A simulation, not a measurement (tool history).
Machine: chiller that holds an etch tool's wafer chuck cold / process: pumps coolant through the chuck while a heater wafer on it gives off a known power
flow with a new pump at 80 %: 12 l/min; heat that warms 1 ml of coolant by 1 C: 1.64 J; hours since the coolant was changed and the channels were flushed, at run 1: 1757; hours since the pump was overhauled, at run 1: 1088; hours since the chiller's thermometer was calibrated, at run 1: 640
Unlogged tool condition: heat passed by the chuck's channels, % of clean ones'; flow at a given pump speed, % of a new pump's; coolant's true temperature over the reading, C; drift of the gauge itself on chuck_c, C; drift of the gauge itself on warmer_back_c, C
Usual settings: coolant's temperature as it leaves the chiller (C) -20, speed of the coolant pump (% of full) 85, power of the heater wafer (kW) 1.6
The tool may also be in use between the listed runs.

run,hour,coolant's temperature as it leaves the chiller (C),speed of the coolant pump (% of full),power of the heater wafer (kW),hours since the coolant was changed and the channels were flushed,hours since the pump was overhauled,hours since the chiller's thermometer was calibrated,chuck's temperature once it has settled (C),how much warmer the coolant comes back (C)
1,0,-20,85,1.6,1757,1088,640,-7.3,4.54
2,44.1,-20,85,1.6,1801,1132,684,-7.2,4.51
3,123.6,-20,85,1.6,1880,1211,764,-7.3,4.57
4,201.2,-20,85,1.6,1958,1289,842,-7.2,4.48
5,279.2,-20,85,1.6,2036,1367,920,-7.1,4.54
6,320.8,-20,85,1.6,2077,1408,961,-7.5,4.44
7,402.1,-20,85,1.6,2159,1490,1042,-7.1,4.43
8,445.7,-20,85,0.958,2202,1533,1086,-12.4,2.62
9,506.8,-11,85,1.981,2263,1594,1147,4.8,5.5
10,575.2,-24,85,1.6,2332,1663,1216,-11.3,4.37
11,636.6,-28,91,0.859,2393,1724,1277,-21.6,2.08
12,696,-24,100,0.898,2453,1784,1336,-17.5,1.89
13,735.2,-16,95,1.622,2492,1823,1376,-4.3,3.89
14,784.3,-18,95,1.622,2541,1872,1425,-6.1,3.86
15,842.5,-18,95,1.622,2599,1930,1483,-6.1,3.82

What if the next run were any one of these 4? Each begins from the tool's condition after run 15:
A,892.3,-20,88,0.845,2649,1980,1533,?,?
B,892.3,-24,85,0.851,2649,1980,1533,?,?
C,892.3,-13,98,1.192,2649,1980,1533,?,?
D,892.3,-18,95,2.221,2649,1980,1533,?,?

run,chuck's temperature once it has settled (C),how much warmer the coolant comes back (C)
A,-13.4,2
B,-17.2,2.08
C,-4.6,2.61
D,-1.9,5.28
Without the tool's hidden state the same runs would have given:
run,chuck's temperature once it has settled (C),how much warmer the coolant comes back (C)
A,-13.5,2.31
B,-17.2,2.39
C,-4.6,2.91
D,-1.9,5.58

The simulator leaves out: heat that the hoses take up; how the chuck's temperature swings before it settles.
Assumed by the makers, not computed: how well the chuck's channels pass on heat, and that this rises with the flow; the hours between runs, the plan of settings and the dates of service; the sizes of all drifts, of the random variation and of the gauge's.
